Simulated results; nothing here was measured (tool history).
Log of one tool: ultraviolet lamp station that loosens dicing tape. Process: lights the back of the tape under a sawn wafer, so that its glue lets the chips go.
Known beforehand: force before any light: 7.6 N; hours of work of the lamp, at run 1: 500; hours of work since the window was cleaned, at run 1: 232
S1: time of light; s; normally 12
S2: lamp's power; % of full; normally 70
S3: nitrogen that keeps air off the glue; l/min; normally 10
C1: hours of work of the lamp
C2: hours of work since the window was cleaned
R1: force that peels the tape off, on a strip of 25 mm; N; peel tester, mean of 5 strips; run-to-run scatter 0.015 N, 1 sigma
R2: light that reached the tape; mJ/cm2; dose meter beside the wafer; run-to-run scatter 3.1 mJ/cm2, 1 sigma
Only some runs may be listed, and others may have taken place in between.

run 1 hour=0.0 | S1=12 S2=70 S3=10 | C1=500 C2=232 | R1=1.108 R2=365
-- hour=8.7 window cleaned of glue's vapour
run 2 hour=57.3 | S1=12 S2=70 S3=10 | C1=541 C2=35 | R1=0.927 R2=407
run 3 hour=113.9 | S1=12 S2=70 S3=12 | C1=582 C2=75 | R1=0.907 R2=395
run 4 hour=158.4 | S1=12 S2=70 S3=12 | C1=614 C2=107 | R1=0.946 R2=382
run 5 hour=197.1 | S1=12 S2=70 S3=11 | C1=641 C2=135 | R1=1.050 R2=376
run 6 hour=274.2 | S1=12 S2=70 S3=11 | C1=697 C2=191 | R1=1.124 R2=359
-- hour=337.1 window cleaned of glue's vapour
run 7 hour=343.5 | S1=12 S2=70 S3=11 | C1=746 C2=5 | R1=0.998 R2=395

The next listed run, before its measurement:
run 8 hour=428.7 | S1=12 S2=70 S3=11 | C1=807 C2=66 | R1=? R2=?

Run 8 gave R1 1.065 N, R2 371 mJ/cm2.
Had the tool carried no hidden state, the very same run would have given R1 0.649 N, R2 485 mJ/cm2.
